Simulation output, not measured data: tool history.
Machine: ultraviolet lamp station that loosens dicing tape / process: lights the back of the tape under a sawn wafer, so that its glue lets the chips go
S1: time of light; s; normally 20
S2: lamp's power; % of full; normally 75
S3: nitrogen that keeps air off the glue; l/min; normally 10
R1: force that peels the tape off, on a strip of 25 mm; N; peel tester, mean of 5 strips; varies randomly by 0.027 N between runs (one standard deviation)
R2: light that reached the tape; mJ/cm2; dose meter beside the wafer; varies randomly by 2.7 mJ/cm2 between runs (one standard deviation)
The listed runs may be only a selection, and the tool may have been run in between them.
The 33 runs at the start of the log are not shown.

run,hour,S1,S2,S3,R1,R2
34,2090.1,35,66,10,0.752,481
35,2140.8,13,68,10,3.471,178
36,2213,20,85,10,1.404,346
37,2295.4,25,89,10,0.872,445
38,2351.1,25,89,10,0.887,436
39,2403.5,11,75,10,3.968,158
40,2469.6,11,75,4,4.742,158
41,2546.4,37,62,10,0.898,432
42,2625.2,27,90,8,0.948,447

Below are 3 alternative next runs, each starting from the tool's condition after run 42. Predict each:
A,2676.9,36,84,19,?,?
B,2676.9,14,63,10,?,?
C,2676.9,19,85,6,?,?

run,R1,R2
A,0.429,557
B,3.932,163
C,2.161,296
Had the tool no hidden state, the same runs would have come out as:
run,R1,R2
A,0.29,719
B,2.999,210
C,1.44,382

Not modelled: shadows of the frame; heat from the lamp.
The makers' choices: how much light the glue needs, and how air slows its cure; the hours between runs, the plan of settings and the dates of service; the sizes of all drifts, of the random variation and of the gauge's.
